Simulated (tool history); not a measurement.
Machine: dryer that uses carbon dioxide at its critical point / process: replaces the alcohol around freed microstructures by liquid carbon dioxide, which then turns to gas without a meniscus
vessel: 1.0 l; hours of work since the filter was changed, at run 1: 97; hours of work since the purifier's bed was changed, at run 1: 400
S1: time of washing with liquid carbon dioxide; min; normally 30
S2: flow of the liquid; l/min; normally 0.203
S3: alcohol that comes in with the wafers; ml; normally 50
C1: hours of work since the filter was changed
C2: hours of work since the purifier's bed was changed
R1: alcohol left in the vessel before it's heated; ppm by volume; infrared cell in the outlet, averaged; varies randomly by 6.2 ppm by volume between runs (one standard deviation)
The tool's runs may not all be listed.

run   hour  S1     S2   S3   C1   C2    R1
  1    0.0  30  0.203   50   97  400   452
  2   18.3  30  0.203   50  105  409   483
  3   32.8  30  0.203   50  112  415   491
  4   46.5  30  0.131   50  119  422  2148
  5   63.3  30  0.131   50  126  430  2154
  6   73.0  30  0.203   50  131  434   532
  7   90.4  30  0.203  100  139  442   964
  8  110.1  30  0.211   50  148  451   465
  9  128.2  30  0.211   50  157  460   487
 10  139.5  30  0.203   24  162  465   344
 11  156.4  30  0.203   24  170  473   337
 12  173.1  30  0.203   24  178  481   347
 13  193.9  30  0.124   50  187  491  2913
 14  213.0  30  0.203   50  196  500   600
 15  227.8  30  0.203   50  203  506   631
 16  241.2  30  0.203   50  210  513   655
 17  253.6  30  0.203   50  215  519   671
 18  265.5  30  0.203   86  221  524  1060
 19  283.3  30  0.203   33  229  532   526
 20  303.2  30  0.203   22  239  542   408
 21  317.4  30  0.281   50  245  548   276
 22  331.1  30  0.203   38  252  555   613
 23  341.3  30  0.203   38  256  560   610
 24  354.4  30  0.203   38  262  566   606
 25  369.1  23  0.203   22  269  573   909
 26  384.1  37  0.203   67  276  580   478
     392.0  -- inlet filter changed
 27  398.4  30  0.203   41    3  586   356
 28  416.3  30  0.273  112   11  594   273
 29  435.0  30  0.273  112   20  603   274
 30  452.9  30  0.273  112   28  611   285
 31  466.0  30  0.273  112   35  617   290
 32  483.8  30  0.273  112   43  626   298
 33  503.5  30  0.273  112   52  635   293
 34  524.8  34  0.203   24   62  645   252
 35  538.5  30  0.203   82   68  651   696
 36  552.4  30  0.241  116   75  658   493
 37  570.8  30  0.187   54   84  666   709
 38  587.8  30  0.187   54   92  674   705
 39  597.2  25  0.193   26   96  679   666
 40  611.9  25  0.193   26  103  686   700
 41  622.0  25  0.193   26  107  690   698
 42  633.2  19  0.203   25  113  695  1298
 43  644.2  30  0.203   30  118  701   407
 44  666.1  21  0.203   32  128  711  1236
 45  681.0  45  0.173   78  135  718   351
 46  699.4  45  0.173   43  144  726   294

Alternative continuations, all from the tool just after run 46; predict every row:
  A  715.8  30  0.203   42  151  734   ?
  B  715.8  45  0.266   48  151  734   ?
  C  715.8  23  0.181  115  151  734   ?

run    R1
  A   541
  B   218
  C  4430
Without the tool's hidden state the same runs would have given:
run    R1
  A   206
  B     6
  C  2998

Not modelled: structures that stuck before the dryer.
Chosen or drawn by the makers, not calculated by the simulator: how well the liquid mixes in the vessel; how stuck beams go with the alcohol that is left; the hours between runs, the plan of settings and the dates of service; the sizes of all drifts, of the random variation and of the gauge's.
